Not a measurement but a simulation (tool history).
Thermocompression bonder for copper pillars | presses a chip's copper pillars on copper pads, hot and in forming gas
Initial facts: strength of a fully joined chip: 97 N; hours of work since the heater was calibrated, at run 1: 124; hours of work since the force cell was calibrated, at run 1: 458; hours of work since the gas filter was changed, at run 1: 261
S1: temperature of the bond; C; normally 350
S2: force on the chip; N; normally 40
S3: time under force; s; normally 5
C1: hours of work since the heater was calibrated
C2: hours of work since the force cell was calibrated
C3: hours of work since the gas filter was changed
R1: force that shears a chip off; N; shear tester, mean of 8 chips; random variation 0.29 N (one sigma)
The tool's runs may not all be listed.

run   hour   S1  S2  S3   C1   C2   C3    R1
  1      0  350  40   5  124  458  261  52.6
  2   12.6  350  40   5  132  465  268  52.2
  3   28.1  352  40   5  141  474  277  53.6
  4   37.6  350  40   5  146  480  283  52.5
  5   55.2  350  40   5  156  490  293  51.8
  6     66  350  40   5  162  496  299  52.3
  7   77.4  350  40   5  169  503  305  52.1
  8   88.7  350  40   5  175  509  312    52
  9  102.3  350  40   3  183  517  320    44
 10  110.3  350  40   3  188  522  324  43.7
 11  124.1  340  40   3  196  530  332  40.1
 12  137.7  368  40   5  204  537  340  58.9
 13  157.1  368  40   5  215  548  351  58.7
 14  172.4  368  40   5  223  557  360  58.8
     175.2  -- heater calibrated with a thermocouple chip
 15  184.9  368  40   5    6  563  366    58
 16  194.2  368  40   5   11  569  371  58.5
 17  202.8  350  27   6   16  574  376  43.1
 18  217.6  350  27   6   24  582  385    43
 19    237  350  27   6   36  593  396  42.8
 20  253.5  350  33   5   45  603  406  45.2

What if the next run were any one of these 4? Each begins from the tool's condition after run 20:
  A  265.2  350  33   4  52  609  412   ?
  B  265.2  350  27   6  52  609  412   ?
  C  265.2  350  52   5  52  609  412   ?
  D  265.2  350  25   5  52  609  412   ?

run    R1
  A  42.1
  B  42.6
  C  59.1
  D  37.9
With no hidden state in the tool, these same runs would have given:
run    R1
  A  45.3
  B  45.8
  C  62.9
  D  40.9
